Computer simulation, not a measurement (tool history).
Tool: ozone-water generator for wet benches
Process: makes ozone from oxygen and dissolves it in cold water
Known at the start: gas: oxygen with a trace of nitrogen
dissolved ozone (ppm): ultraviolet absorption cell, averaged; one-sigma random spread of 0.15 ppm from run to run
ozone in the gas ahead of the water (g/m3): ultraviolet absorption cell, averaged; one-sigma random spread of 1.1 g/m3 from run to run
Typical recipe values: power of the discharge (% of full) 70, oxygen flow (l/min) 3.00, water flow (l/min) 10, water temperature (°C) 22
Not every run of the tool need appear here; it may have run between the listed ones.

run,day,power of the discharge (% of full),oxygen flow (l/min),water flow (l/min),water temperature (°C),dissolved ozone (ppm),ozone in the gas ahead of the water (g/m3)
1,0.000,70,3.00,10,22,18.6,192.8
2,1.058,70,3.00,10,22,18.6,193.1
3,1.779,70,3.00,10,22,18.7,192.1
4,2.325,70,3.00,10,22,18.6,193.2
5,3.317,70,3.00,10,22,18.6,191.5
6,4.288,70,3.00,10,22,18.7,190.2
7,5.454,70,3.00,10,22,18.6,190.9
8,6.500,70,3.00,10,22,18.5,189.5
9,7.296,70,3.00,10,22,18.4,191.6
10,8.004,93,3.00,10,22,21.7,222.5
11,9.029,70,3.00,13,22,15.4,192.5
12,9.888,70,3.00,13,22,15.4,190.9
13,10.629,70,3.00,13,22,15.5,188.9
14,11.871,70,3.00,13,22,15.5,189.6
15,12.462,70,3.00,13,22,15.5,189.3
# day 13.212: contactor cleaned
16,13.412,70,3.00,10,22,18.7,191.1
17,14.288,50,3.00,10,22,15.6,157.4
18,15.550,91,1.82,16,29,14.3,299.2
19,16.696,91,1.82,16,29,13.9,301.4
20,17.533,91,1.82,16,29,14.4,301.5
21,18.429,74,2.43,6,29,23.6,223.7
22,19.604,74,2.43,6,29,23.6,221.1
23,20.271,63,3.00,10,26,16.4,177.6
24,21.062,63,3.00,10,26,16.5,176.7
25,21.983,61,1.59,15,15,13.7,261.7
26,22.825,70,1.57,10,22,19.5,285.5
27,23.354,70,1.57,10,22,19.6,282.6
28,23.967,70,1.57,10,22,19.9,284.2
# day 24.138: gauge calibrated
29,24.638,58,1.57,7,22,23.7,262.1
30,25.233,60,1.56,7,22,23.7,271.7
31,25.754,60,1.56,7,22,24.2,271.7
32,26.417,60,1.56,7,22,23.6,270.8
33,27.388,70,2.59,8,29,19.3,211.0

Here are 3 independent what-if runs from the current tool condition. What would each one return?
A,28.504,70,2.59,6,29,?,?
B,28.504,57,4.81,8,17,?,?
C,28.504,51,3.00,6,22,?,?

run,dissolved ozone (ppm),ozone in the gas ahead of the water (g/m3)
A,22.6,209.7
B,18.6,126.6
C,20.9,160.3
Without the tool's unlogged condition, the same runs would have read:
run,dissolved ozone (ppm),ozone in the gas ahead of the water (g/m3)
A,22.6,210.9
B,18.6,127.3
C,20.9,161.2
